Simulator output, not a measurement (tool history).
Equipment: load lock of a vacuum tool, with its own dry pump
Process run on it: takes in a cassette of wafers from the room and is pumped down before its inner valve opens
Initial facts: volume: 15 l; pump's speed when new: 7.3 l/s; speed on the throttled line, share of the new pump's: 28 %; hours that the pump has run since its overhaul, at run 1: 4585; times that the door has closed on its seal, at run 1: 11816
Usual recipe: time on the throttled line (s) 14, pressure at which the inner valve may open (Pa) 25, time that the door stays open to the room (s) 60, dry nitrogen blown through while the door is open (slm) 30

run	hour	time on the throttled line (s)	pressure at which the inner valve may open (Pa)	time that the door stays open to the room (s)	dry nitrogen blown through while the door is open (slm)	hours that the pump has run since its overhaul	times that the door has closed on its seal	incoming humidity of the room's air, %	time from the closed door until the inner valve may open (s)	rise of the pressure with all valves shut (Pa/min)
1	0	14	25	60	30	4585	11816	48.5	28.3	0.146
2	71.2	14	25	60	30	4656	12057	45.6	28.3	0.158
3	119.2	14	25	66	30	4704	12219	44.6	28.6	0.153
4	169.2	14	25	66	30	4754	12389	44.4	28.2	0.157
5	215.8	14	25	60	30	4801	12547	42.8	28.5	0.161
6	264.8	14	25	60	30	4850	12713	43.1	28.5	0.162
7	309.4	14	25	60	30	4895	12864	42.5	28.4	0.164
8	377.2	14	25	60	30	4962	13094	45.5	28.5	0.168
9	460.2	14	25	60	30	5045	13375	43.4	29	0.171
10	517.3	8	25	60	30	5102	13568	42.9	24.3	0.174
11	606.3	8	25	60	30	5191	13870	46.1	24.2	0.18
12	674.3	8	25	60	30	5259	14100	44.9	24.6	0.183
13	755.8	14	25	60	30	5341	14376	45	28.9	0.191
14	834.4	10	22	81	8	5419	14642	43.2	26.5	0.218
15	911.1	9	31	81	31	5496	14902	40.3	24.9	0.199
16	959.8	9	31	81	31	5545	15067	44.9	24.8	0.205
17	1005.2	9	31	81	31	5590	15221	46.5	24.7	0.21
18	1049.4	9	31	81	31	5634	15371	41.4	24.8	0.213
19	1123.8	9	31	81	31	5709	15623	50.2	24.8	0.216
20	1210.3	9	37	81	19	5795	15916	45.2	24.3	0.228
21	1306.8	14	25	60	6	5892	16243	44.5	28.9	0.244
22	1380.9	27	31	193	7	5966	16494	44.5	37.4	0.297
23	1470.7	22	39	98	30	6056	16798	48.7	33.4	0.245
24	1555.2	24	35	158	11	6140	17085	44.1	35.2	0.272
25	1627.5	14	20	60	12	6213	17330	48.8	29.3	0.244
26	1726.3	14	20	64	8	6311	17664	43.1	29.8	0.266

Subtracting, for every run, the result it would have given without the tool's unlogged condition from the measured result gives the following. The same run-to-run variation enters both numbers; the gauge's scatter may not:
The hidden state here: pump's speed, % of a new pump's; leak at the door's seal, Pa l/s; drift of the gauge itself on ready_s, %; drift of the gauge itself on rise_pa_min, %.
run	time from the closed door until the inner valve may open (s)	rise of the pressure with all valves shut (Pa/min)
1	+1.3	+0.13
2	+1.3	+0.133
3	+1.3	+0.132
4	+1.3	+0.135
5	+1.3	+0.139
6	+1.4	+0.143
7	+1.3	+0.146
8	+1.4	+0.147
9	+1.4	+0.15
10	+1.6	+0.153
11	+1.6	+0.16
12	+1.6	+0.165
13	+1.4	+0.17
14	+1.6	+0.175
15	+1.6	+0.178
16	+1.6	+0.179
17	+1.6	+0.187
18	+1.6	+0.186
19	+1.7	+0.189
20	+1.7	+0.196
21	+1.6	+0.201
22	+1.2	+0.207
23	+1.2	+0.212
24	+1.3	+0.215
25	+1.7	+0.215
26	+1.8	+0.228
